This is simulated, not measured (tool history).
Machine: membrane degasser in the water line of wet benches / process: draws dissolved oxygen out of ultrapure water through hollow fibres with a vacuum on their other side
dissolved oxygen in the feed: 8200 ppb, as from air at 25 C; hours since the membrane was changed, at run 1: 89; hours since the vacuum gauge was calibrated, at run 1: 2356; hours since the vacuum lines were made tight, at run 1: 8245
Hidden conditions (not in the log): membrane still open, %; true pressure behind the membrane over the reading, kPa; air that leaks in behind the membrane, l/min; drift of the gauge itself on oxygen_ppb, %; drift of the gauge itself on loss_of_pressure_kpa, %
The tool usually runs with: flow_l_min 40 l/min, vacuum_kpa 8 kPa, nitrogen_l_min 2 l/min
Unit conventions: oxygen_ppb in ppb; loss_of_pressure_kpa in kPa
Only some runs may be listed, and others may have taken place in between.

run	day	flow_l_min	vacuum_kpa	nitrogen_l_min	hours since the membrane was changed	hours since the vacuum gauge was calibrated	hours since the vacuum lines were made tight	oxygen_ppb	loss_of_pressure_kpa
1	0	40	8	2	89	2356	8245	490	42.36
2	1.117	40	7.15	2	116	2383	8272	457.9	42.77
3	2.067	40	7.15	2.14	139	2406	8295	445.5	42.84
4	3.179	40	11.26	2	165	2432	8321	620.7	42.77
5	4.292	53	8	2	192	2459	8348	741.8	57.43
6	5.804	36	8	2	228	2495	8384	419.2	38.41
7	7.625	40	8	1.05	272	2539	8428	631.2	43.08
8	8.554	40	8	2	294	2561	8450	498.7	42.97
9	10.025	40	8	1.46	329	2596	8486	547.7	42.93
10	11.088	40	8	1.46	355	2622	8511	556.2	43.08
11	12.812	39	15.88	1.42	396	2663	8553	942.8	42.43
12	13.829	39	15.88	1.42	421	2688	8577	940.2	41.88
13	15.7	39	15.88	1.42	466	2733	8622	944.7	42.35
14	16.904	39	15.88	1.42	495	2762	8651	934.4	42.32
15	17.958	39	15.88	1.42	520	2787	8676	929.9	42.23
16	19.754	49	5.87	1.4	563	2830	8719	604.1	53.07
17	21.55	37	11.55	0.97	606	2873	8762	831.2	40.2
18	22.921	34	10.78	2.97	639	2906	8795	400.3	36.95
# day 23.158: gauge calibrated
19	24.354	34	10.78	2.97	673	2940	8829	406	35.86

What differs in the tool's unlogged condition from the final listed run ahead of each entry between runs to the first listed run following it?
Between runs 18 and 19: gauge calibrated (day 23.158)
  drift of the gauge itself on loss_of_pressure_kpa, %: 2.37 -> 0.12
  what was measured, less what the result would be without the hidden state, loss_of_pressure_kpa: +0.86 -> +0.05 kPa

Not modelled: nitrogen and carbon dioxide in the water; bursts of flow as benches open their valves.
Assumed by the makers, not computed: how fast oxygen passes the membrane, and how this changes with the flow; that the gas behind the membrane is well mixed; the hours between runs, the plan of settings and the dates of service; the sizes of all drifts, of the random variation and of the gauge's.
